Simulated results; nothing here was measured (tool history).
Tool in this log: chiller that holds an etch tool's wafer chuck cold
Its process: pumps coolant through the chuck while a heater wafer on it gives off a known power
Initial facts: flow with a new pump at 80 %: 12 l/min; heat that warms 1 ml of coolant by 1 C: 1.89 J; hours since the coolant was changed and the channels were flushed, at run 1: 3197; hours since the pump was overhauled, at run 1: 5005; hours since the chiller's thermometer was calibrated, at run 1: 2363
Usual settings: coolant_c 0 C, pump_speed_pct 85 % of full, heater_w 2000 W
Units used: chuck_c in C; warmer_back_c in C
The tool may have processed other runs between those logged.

run    hour  coolant_c  pump_speed_pct  heater_w  hours since the coolant was changed and the channels were flushed  hours since the pump was overhauled  hours since the chiller's thermometer was calibrated  chuck_c  warmer_back_c
  1       0          0              85      2000                                                               3197                                 5005                                                  2363     19.8              5
  2    62.4          0              85      2000                                                               3260                                 5068                                                  2425     19.7           4.93
  3   126.8          0              85      2000                                                               3324                                 5132                                                  2490     19.6           4.93
      158.8  -- chiller's thermometer calibrated
  4   219.2          0              85      2439                                                               3416                                 5224                                                    60       24           6.05
  5   290.5          0              85      2000                                                               3487                                 5295                                                   132     19.7           4.98
  6   366.3          0              85      2000                                                               3563                                 5371                                                   207     19.5           4.94
  7   473.4          0              85      2000                                                               3670                                 5478                                                   315     19.8           4.99
  8   568.5          0              85      2000                                                               3765                                 5573                                                   410     19.7           4.97
  9   636.1          0              85      2000                                                               3833                                 5641                                                   477     19.8           5.02
 10   734.6          3              85      2000                                                               3931                                 5739                                                   576     22.7           5.07
 11   814.1          0              86      2000                                                               4010                                 5819                                                   655     19.6           5.02
 12   911.8          0              86      2000                                                               4108                                 5916                                                   753     19.4           4.96
 13    1001          0              86      2000                                                               4197                                 6005                                                   842     19.6           5.01
 14  1098.1          0              86      2000                                                               4295                                 6103                                                   939     19.5           5.04
 15  1184.7          0              70      2000                                                               4381                                 6189                                                  1026     21.9            6.3
 16    1259          0              70      2000                                                               4455                                 6263                                                  1100     21.7           6.36
 17  1319.7          0              72      2107                                                               4516                                 6324                                                  1161     22.8           6.48
 18  1387.9          5              72      2132                                                               4584                                 6392                                                  1229     27.8           6.57
 19  1493.2         -4              91      2000                                                               4690                                 6498                                                  1334       15           4.77
 20  1622.6          6              70      1405                                                               4819                                 6627                                                  1464     21.2           4.58
 21  1738.4          6              70      1405                                                               4935                                 6743                                                  1580     21.5           4.51
 22  1870.4          6              70      1405                                                               5067                                 6875                                                  1712     21.4           4.58
 23  1975.7          5              63      1299                                                               5172                                 6980                                                  1817     20.1           4.76
 24  2072.1          6              85      2000                                                               5269                                 7077                                                  1913     25.7           5.16
 25  2202.3         -4              61      1431                                                               5399                                 7207                                                  2043     12.8           5.44
 26  2265.7          0              85      1424                                                               5462                                 7270                                                  2107       14           3.82
 27  2357.9          0              85      1527                                                               5554                                 7362                                                  2199       15           4.05
 28  2450.3          5              84      1514                                                               5647                                 7455                                                  2292       20           4.13
 29  2513.4          5              84      1514                                                               5710                                 7518                                                  2355     19.9           4.07
 30  2608.1          0              65      1472                                                               5804                                 7613                                                  2449     16.8           5.24
       2679  -- chiller's thermometer calibrated
 31  2714.7          0              65      1472                                                               5910                                 7718                                                    36     16.7           5.26
 32  2781.3          0              65      1472                                                               5977                                 7785                                                   102     16.9           5.29

Each run again, without the hidden state but with its own random variation kept:
Unlogged tool condition in this case: heat passed by the chuck's channels, % of clean ones'; flow at a given pump speed, % of a new pump's; coolant's true temperature over the reading, C; drift of the gauge itself on chuck_c, C; drift of the gauge itself on warmer_back_c, C.
run  warmer_back_c
  1              5
  2           4.92
  3           4.91
  4           6.02
  5           4.94
  6            4.9
  7           4.93
  8            4.9
  9           4.94
 10           4.98
 11           4.92
 12           4.84
 13           4.88
 14            4.9
 15           6.15
 16            6.2
 17           6.31
 18            6.4
 19           4.59
 20           4.38
 21           4.29
 22           4.35
 23           4.51
 24            4.9
 25           5.16
 26           3.54
 27           3.76
 28           3.82
 29           3.76
 30           4.91
 31           4.92
 32           4.94
For chuck_c, the value without the hidden state is never more than 0.1 C from the measured value.
